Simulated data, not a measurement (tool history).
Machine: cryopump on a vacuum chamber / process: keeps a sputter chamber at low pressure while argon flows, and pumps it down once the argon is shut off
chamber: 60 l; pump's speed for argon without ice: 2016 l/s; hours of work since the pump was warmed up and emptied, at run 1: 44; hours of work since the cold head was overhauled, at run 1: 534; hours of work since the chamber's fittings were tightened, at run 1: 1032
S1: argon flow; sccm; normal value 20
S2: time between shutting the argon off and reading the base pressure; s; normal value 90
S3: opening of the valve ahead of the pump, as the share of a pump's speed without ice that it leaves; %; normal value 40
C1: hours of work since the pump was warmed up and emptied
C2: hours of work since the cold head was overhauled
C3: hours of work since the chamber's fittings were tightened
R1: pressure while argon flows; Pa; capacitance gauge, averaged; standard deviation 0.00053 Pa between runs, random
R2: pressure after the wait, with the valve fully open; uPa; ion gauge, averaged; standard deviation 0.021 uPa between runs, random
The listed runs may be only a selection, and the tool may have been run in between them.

Run 1, hour 0.0: usual settings; C1 44; C2 534; C3 1032. Result: R1 0.0420 Pa, R2 0.48 uPa.
Run 2, hour 10.9: usual settings; C1 53; C2 543; C3 1041. Result: R1 0.0427 Pa, R2 0.52 uPa.
Run 3, hour 31.2: usual settings but S3 17 %; C1 69; C2 560; C3 1057. Result: R1 0.1001 Pa, R2 0.47 uPa.
Run 4, hour 45.3: usual settings; C1 81; C2 572; C3 1069. Result: R1 0.0425 Pa, R2 0.47 uPa.
Run 5, hour 63.3: usual settings; C1 96; C2 586; C3 1084. Result: R1 0.0425 Pa, R2 0.47 uPa.
Run 6, hour 84.2: usual settings; C1 113; C2 603; C3 1101. Result: R1 0.0435 Pa, R2 0.47 uPa.
Run 7, hour 101.1: usual settings; C1 127; C2 617; C3 1115. Result: R1 0.0430 Pa, R2 0.51 uPa.
Run 8, hour 117.4: usual settings but S2 28 s, S3 22 %; C1 140; C2 631; C3 1128. Result: R1 0.0791 Pa, R2 1.06 uPa.
Run 9, hour 137.1: usual settings but S1 25 sccm, S2 28 s, S3 22 %; C1 156; C2 647; C3 1144. Result: R1 0.0989 Pa, R2 1.09 uPa.
Run 10, hour 157.1: usual settings but S1 25 sccm, S2 28 s, S3 22 %; C1 172; C2 663; C3 1161. Result: R1 0.0978 Pa, R2 1.07 uPa.
Run 11, hour 167.4: usual settings but S1 11 sccm, S2 109 s, S3 45 %; C1 181; C2 672; C3 1169. Result: R1 0.0215 Pa, R2 0.49 uPa.
Run 12, hour 184.1: usual settings but S3 15 %; C1 195; C2 685; C3 1183. Result: R1 0.1154 Pa, R2 0.56 uPa.
Run 13, hour 193.9: usual settings but S1 23 sccm, S3 29 %; C1 203; C2 693; C3 1191. Result: R1 0.0691 Pa, R2 0.50 uPa.

Here are 3 independent what-if runs from the current tool condition. What would each one return?
Run A, hour 210.6: usual settings but S1 12 sccm; C1 216; C2 707; C3 1204. Result: R1 ?, R2 ?.
Run B, hour 210.6: usual settings but S1 23 sccm, S2 29 s, S3 32 %; C1 216; C2 707; C3 1204. Result: R1 ?, R2 ?.
Run C, hour 210.6: usual settings but S1 39 sccm; C1 216; C2 707; C3 1204. Result: R1 ?, R2 ?.

run      R1    R2
  A  0.0261  0.50
  B  0.0640  1.05
  C  0.0870  0.53
Without the tool's unlogged condition, the same runs would have read:
run      R1    R2
  A  0.0244  0.37
  B  0.0607  0.92
  C  0.0814  0.40
